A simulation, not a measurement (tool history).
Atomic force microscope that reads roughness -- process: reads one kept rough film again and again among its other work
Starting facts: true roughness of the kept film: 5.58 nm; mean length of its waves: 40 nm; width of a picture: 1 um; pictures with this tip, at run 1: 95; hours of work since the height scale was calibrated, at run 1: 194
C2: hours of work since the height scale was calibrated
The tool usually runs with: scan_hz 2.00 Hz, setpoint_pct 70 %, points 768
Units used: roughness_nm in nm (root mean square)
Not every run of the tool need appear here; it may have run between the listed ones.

{"run": 1, "hour": 0.0, "scan_hz": 2.0, "setpoint_pct": 70, "points": 768, "pictures with this tip": 95, "C2": 194, "roughness_nm": 4.813}
{"run": 2, "hour": 9.3, "scan_hz": 2.0, "setpoint_pct": 84, "points": 768, "pictures with this tip": 105, "C2": 200, "roughness_nm": 4.487}
{"run": 3, "hour": 21.0, "scan_hz": 2.0, "setpoint_pct": 84, "points": 1023, "pictures with this tip": 116, "C2": 208, "roughness_nm": 4.486}
{"run": 4, "hour": 36.0, "scan_hz": 2.0, "setpoint_pct": 84, "points": 1023, "pictures with this tip": 132, "C2": 218, "roughness_nm": 4.494}
{"run": 5, "hour": 49.3, "scan_hz": 2.0, "setpoint_pct": 84, "points": 1023, "pictures with this tip": 145, "C2": 227, "roughness_nm": 4.53}
{"run": 6, "hour": 64.2, "scan_hz": 0.56, "setpoint_pct": 70, "points": 768, "pictures with this tip": 161, "C2": 237, "roughness_nm": 5.093}
{"run": 7, "hour": 81.9, "scan_hz": 0.56, "setpoint_pct": 70, "points": 768, "pictures with this tip": 179, "C2": 249, "roughness_nm": 5.087}
{"run": 8, "hour": 100.4, "scan_hz": 2.0, "setpoint_pct": 70, "points": 768, "pictures with this tip": 198, "C2": 262, "roughness_nm": 4.852}
{"run": 9, "hour": 117.6, "scan_hz": 2.0, "setpoint_pct": 70, "points": 768, "pictures with this tip": 215, "C2": 273, "roughness_nm": 4.845}
{"hour": 128.5, "done": "new tip fitted"}
{"run": 10, "hour": 139.0, "scan_hz": 2.0, "setpoint_pct": 70, "points": 768, "pictures with this tip": 10, "C2": 287, "roughness_nm": 4.88}
{"run": 11, "hour": 152.5, "scan_hz": 2.0, "setpoint_pct": 70, "points": 768, "pictures with this tip": 24, "C2": 296, "roughness_nm": 4.86}
{"run": 12, "hour": 162.2, "scan_hz": 2.0, "setpoint_pct": 70, "points": 768, "pictures with this tip": 34, "C2": 303, "roughness_nm": 4.853}
{"run": 13, "hour": 178.5, "scan_hz": 2.0, "setpoint_pct": 70, "points": 768, "pictures with this tip": 51, "C2": 314, "roughness_nm": 4.821}
{"run": 14, "hour": 194.4, "scan_hz": 0.6, "setpoint_pct": 70, "points": 768, "pictures with this tip": 67, "C2": 324, "roughness_nm": 5.115}
{"run": 15, "hour": 214.9, "scan_hz": 2.38, "setpoint_pct": 70, "points": 397, "pictures with this tip": 88, "C2": 338, "roughness_nm": 4.756}
{"run": 16, "hour": 230.9, "scan_hz": 2.38, "setpoint_pct": 70, "points": 397, "pictures with this tip": 104, "C2": 349, "roughness_nm": 4.799}
{"run": 17, "hour": 247.1, "scan_hz": 2.38, "setpoint_pct": 70, "points": 267, "pictures with this tip": 121, "C2": 360, "roughness_nm": 4.761}
{"run": 18, "hour": 262.2, "scan_hz": 2.38, "setpoint_pct": 70, "points": 267, "pictures with this tip": 136, "C2": 370, "roughness_nm": 4.767}
{"run": 19, "hour": 282.0, "scan_hz": 3.94, "setpoint_pct": 70, "points": 392, "pictures with this tip": 157, "C2": 383, "roughness_nm": 4.498}
{"run": 20, "hour": 291.2, "scan_hz": 2.92, "setpoint_pct": 82, "points": 513, "pictures with this tip": 166, "C2": 389, "roughness_nm": 4.347}
{"run": 21, "hour": 303.0, "scan_hz": 3.3, "setpoint_pct": 68, "points": 402, "pictures with this tip": 178, "C2": 397, "roughness_nm": 4.67}
{"run": 22, "hour": 322.6, "scan_hz": 3.75, "setpoint_pct": 58, "points": 833, "pictures with this tip": 198, "C2": 411, "roughness_nm": 4.879}
{"run": 23, "hour": 334.6, "scan_hz": 0.69, "setpoint_pct": 75, "points": 395, "pictures with this tip": 210, "C2": 419, "roughness_nm": 4.977}
{"hour": 350.0, "done": "new tip fitted"}
{"run": 24, "hour": 354.1, "scan_hz": 2.0, "setpoint_pct": 70, "points": 477, "pictures with this tip": 4, "C2": 431, "roughness_nm": 4.863}
{"run": 25, "hour": 364.3, "scan_hz": 2.0, "setpoint_pct": 70, "points": 477, "pictures with this tip": 14, "C2": 438, "roughness_nm": 4.867}

Forecast each of these 4 alternatives for the next run:
{"run": "A", "hour": 385.0, "scan_hz": 2.0, "setpoint_pct": 71, "points": 477, "pictures with this tip": 35, "C2": 452, "roughness_nm": "?"}
{"run": "B", "hour": 385.0, "scan_hz": 0.53, "setpoint_pct": 65, "points": 477, "pictures with this tip": 35, "C2": 452, "roughness_nm": "?"}
{"run": "C", "hour": 385.0, "scan_hz": 3.62, "setpoint_pct": 70, "points": 945, "pictures with this tip": 35, "C2": 452, "roughness_nm": "?"}
{"run": "D", "hour": 385.0, "scan_hz": 1.26, "setpoint_pct": 88, "points": 334, "pictures with this tip": 35, "C2": 452, "roughness_nm": "?"}

run=A roughness_nm=4.836
run=B roughness_nm=5.112
run=C roughness_nm=4.577
run=D roughness_nm=4.635
The same runs, with their run-to-run variation unchanged, on a tool lacking any hidden condition would have given:
run=A roughness_nm=4.839
run=B roughness_nm=5.115
run=C roughness_nm=4.579
run=D roughness_nm=4.638
